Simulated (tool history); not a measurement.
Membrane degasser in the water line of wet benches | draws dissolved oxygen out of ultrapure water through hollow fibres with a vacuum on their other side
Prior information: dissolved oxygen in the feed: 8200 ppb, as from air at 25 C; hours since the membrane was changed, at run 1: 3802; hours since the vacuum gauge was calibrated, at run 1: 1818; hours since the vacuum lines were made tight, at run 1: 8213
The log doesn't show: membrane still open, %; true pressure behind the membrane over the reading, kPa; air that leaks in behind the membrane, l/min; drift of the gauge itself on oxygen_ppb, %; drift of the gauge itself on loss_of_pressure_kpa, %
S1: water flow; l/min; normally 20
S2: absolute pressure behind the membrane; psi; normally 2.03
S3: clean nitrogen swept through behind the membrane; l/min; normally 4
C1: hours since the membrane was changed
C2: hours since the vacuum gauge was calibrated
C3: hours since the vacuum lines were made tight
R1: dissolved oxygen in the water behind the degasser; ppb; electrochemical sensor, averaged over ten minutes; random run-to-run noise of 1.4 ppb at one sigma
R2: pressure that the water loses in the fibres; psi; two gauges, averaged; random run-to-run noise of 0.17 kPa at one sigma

run    hour  S1    S2     S3    C1    C2    C3     R1     R2
  1       0  20  2.03      4  3802  1818  8213    152   4.21
  2    66.4  20  2.03      4  3868  1885  8280  150.7  4.213
  3   122.1  20  2.03      4  3924  1941  8336  150.2  4.239
  4   181.1  20  2.03   7.74  3983  1999  8395   88.4  4.223
  5   240.9  27  2.03      4  4043  2059  8454  235.6  5.739
  6   300.1  20  1.29      4  4102  2119  8514   89.8  4.228
  7   374.8  20  1.29      4  4176  2193  8588   90.2  4.235
  8   497.9  20  1.29      4  4300  2316  8711   89.1  4.253
  9   620.4  20  2.03   5.29  4422  2439  8834  121.5  4.239
 10   731.2  20  2.03   5.29  4533  2550  8945  122.1  4.241
 11   827.1  20  2.03   5.29  4629  2646  9041  122.9  4.266
 12   904.3  20  2.03   5.29  4706  2723  9118  122.8  4.226
 13  1016.6  20  2.03   5.29  4818  2835  9230  124.6  4.235
 14  1096.3  20  2.03   5.29  4898  2915  9310  124.4  4.229
 15  1198.1  20  2.03   5.29  5000  3017  9412  123.7  4.267
 16  1303.7  20  2.03   5.29  5105  3122  9517  122.1  4.225
 17  1366.9  15  2.39   1.85  5169  3185  9580  269.2  3.194
 18  1445.5  15  3.81   6.63  5247  3264  9659  142.8  3.208
 19  1563.1  30  2.03   2.82  5365  3382  9777    361  6.434
 20  1615.6  20  2.03   2.82  5417  3434  9829  212.3  4.282
     1668.9  -- seals of the vacuum lines changed
 21  1723.2  20  2.03   2.82  5523  3540    54  202.1  4.271
 22  1810.8  16  1.25      4  5611  3627   142   62.3  3.453
 23  1874.4  16  4.19   3.42  5674  3691   206  291.6  3.436
 24  1933.8  12  1.31   4.46  5734  3750   265   40.8  2.556
 25  2032.4  12  1.31   4.46  5832  3849   364   41.7  2.557
 26  2097.6  20  3.13   2.53  5897  3914   429  353.8  4.277
 27  2216.2  16  3.13   4.09  6016  4033   547  180.4  3.442
 28  2297.8  24  2.31  10.51  6098  4114   629  115.5   5.16
 29    2421  24  2.31  10.51  6221  4237   752  114.6  5.179
 30  2517.8  28  2.03      4  6318  4334   849  257.6  6.061
 31  2631.5  28  2.03   3.46  6431  4448   963  284.4  6.106
 32  2685.8  25  3.96      4  6486  4502  1017  394.2  5.375

4 ways to go on from here, each from the tool as it stands after run 32. What would each give?
  A  2758.4  14  2.03  6.81  6558  4575  1089   ?   ?
  B  2758.4  25     5     4  6558  4575  1089   ?   ?
  C  2758.4  18  2.03     4  6558  4575  1089   ?   ?
  D  2758.4  24  2.03  1.86  6558  4575  1089   ?   ?

run     R1     R2
  A   60.5  3.041
  B  501.4  5.393
  C  135.4  3.888
  D  365.5    5.2
Take away the tool's hidden state, keep each run's random variation, and the runs would have read:
run     R1     R2
  A   57.4  2.862
  B  483.3  5.072
  C  127.4  3.658
  D  344.9  4.888
